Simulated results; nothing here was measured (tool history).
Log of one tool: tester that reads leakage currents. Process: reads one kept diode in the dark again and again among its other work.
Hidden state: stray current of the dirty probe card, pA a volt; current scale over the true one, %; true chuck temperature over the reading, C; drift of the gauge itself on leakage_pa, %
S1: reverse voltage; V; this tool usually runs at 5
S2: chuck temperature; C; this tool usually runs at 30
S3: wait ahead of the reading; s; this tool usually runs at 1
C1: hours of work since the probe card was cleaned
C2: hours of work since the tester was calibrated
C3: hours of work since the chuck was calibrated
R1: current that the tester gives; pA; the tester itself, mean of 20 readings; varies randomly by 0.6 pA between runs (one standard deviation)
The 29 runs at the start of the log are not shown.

Run 30, day 95.804: usual settings but S1 7.6 V, S3 0.38 s; C1 1425; C2 1565; C3 265. Result: R1 268.46 pA.
Run 31, day 99.608: usual settings but S1 1.34 V, S3 0.38 s; C1 1477; C2 1617; C3 316. Result: R1 94.83 pA.
Run 32, day 104.071: usual settings but S1 1.62 V, S2 47 C, S3 0.38 s; C1 1537; C2 1678; C3 377. Result: R1 362.9 pA.
Run 33, day 108.025: usual settings but S1 1.62 V, S2 51 C, S3 0.63 s; C1 1591; C2 1731; C3 431. Result: R1 478.25 pA.
Run 34, day 111.788: usual settings but S1 2.16 V, S2 56 C, S3 6.12 s; C1 1642; C2 1783; C3 482. Result: R1 787.79 pA.
Run 35, day 116.371: usual settings but S1 15.32 V; C1 1705; C2 1845; C3 544. Result: R1 401.76 pA.
Run 36, day 120.667: usual settings but S1 19.14 V, S2 28 C, S3 3.51 s; C1 1763; C2 1903; C3 603. Result: R1 395.76 pA.
At day 121.029: probe card cleaned and baked.
Run 37, day 124.05: usual settings but S1 1.19 V, S2 39 C, S3 0.9 s; C1 41; C2 1948; C3 647. Result: R1 163.89 pA.
Run 38, day 126.988: usual settings but S1 1.19 V, S2 39 C, S3 0.9 s; C1 81; C2 1988; C3 687. Result: R1 163.85 pA.

Predict the results of run 39:
Run 39, day 131.742: usual settings but S1 4.08 V, S2 52 C, S3 0.31 s; C1 146; C2 2052; C3 752. Result: R1 ?.

R1: 836.92 pA
On a tool with no hidden condition, and with the same random variation, this run would have come out at R1 894.98 pA.

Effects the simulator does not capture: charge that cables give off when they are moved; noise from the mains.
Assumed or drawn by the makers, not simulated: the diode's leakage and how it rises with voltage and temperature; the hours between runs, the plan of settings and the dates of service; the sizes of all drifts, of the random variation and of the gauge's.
